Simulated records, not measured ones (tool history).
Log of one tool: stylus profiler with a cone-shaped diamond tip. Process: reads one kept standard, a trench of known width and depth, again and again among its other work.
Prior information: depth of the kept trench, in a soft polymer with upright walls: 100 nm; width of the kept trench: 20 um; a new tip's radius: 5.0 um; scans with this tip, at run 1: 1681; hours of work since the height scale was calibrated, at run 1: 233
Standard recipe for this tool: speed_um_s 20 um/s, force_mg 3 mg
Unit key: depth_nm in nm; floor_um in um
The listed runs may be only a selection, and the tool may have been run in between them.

run,hour,speed_um_s,force_mg,scans with this tip,hours of work since the height scale was calibrated,depth_nm,floor_um
1,0,20,3,1681,233,101.639,17.75
2,22.9,20,3,1778,246,101.609,17.75
3,53.8,20,3,1910,265,101.617,17.74
4,92.1,20,3,2073,287,101.618,17.81
5,116.3,20,3,2176,302,101.596,17.76
6,151.6,20,1.08,2326,322,100.779,17.65
7,172.6,20,6.68,2416,335,102.767,17.71
8,204.5,20,6.68,2551,354,102.759,17.73
9,253.7,20,6.68,2761,383,102.748,17.73
10,281.5,20,6.68,2879,399,102.778,17.78
11,323.6,20,6.68,3058,424,102.762,17.75
12,346.5,20,3.47,3156,437,101.751,17.68
13,380.2,20,3.47,3299,457,101.741,17.67
14,422.6,20,1.29,3480,482,100.874,17.63
15,465.8,20,1.29,3663,508,100.853,17.62
16,488.5,52,2.78,3760,521,101.496,17.5
17,537.7,25,1.77,3970,550,101.082,17.61
18,569.6,25,1.77,4106,569,101.064,17.53
19,608.1,25,1.77,4270,592,101.071,17.54
20,650.1,11,2.81,4448,616,101.471,17.66
21,696.5,10,8.81,4646,644,103.282,17.62
22,740.9,18,7.1,4835,670,102.817,17.61
23,762.6,38,2.6,4927,683,101.378,17.51
24,810,24,4.23,5129,711,101.97,17.58
25,857.6,24,4.23,5332,739,101.945,17.47
26,888.1,24,2.48,5461,757,101.347,17.51
27,912.2,24,2.48,5564,771,101.333,17.55
28,947.3,24,2.56,5714,792,101.364,17.51
29,996.6,24,2.56,5923,821,101.333,17.53
30,1037.7,24,2.56,6098,845,101.335,17.49

5 options for the next run, each taken on its own from the tool as it stands now. Forecast them:
A,1086.9,19,3,6308,874,?,?
B,1086.9,8,3,6308,874,?,?
C,1086.9,8,2.26,6308,874,?,?
D,1086.9,7,2.06,6308,874,?,?
E,1086.9,23,5.15,6308,874,?,?

run,depth_nm,floor_um
A,101.497,17.54
B,101.495,17.55
C,101.217,17.58
D,101.133,17.54
E,102.236,17.49
Take away the tool's hidden state, keep each run's random variation, and the runs would have read:
run,depth_nm,floor_um
A,101.647,17.97
B,101.646,17.98
C,101.367,18
D,101.283,17.96
E,102.388,17.91
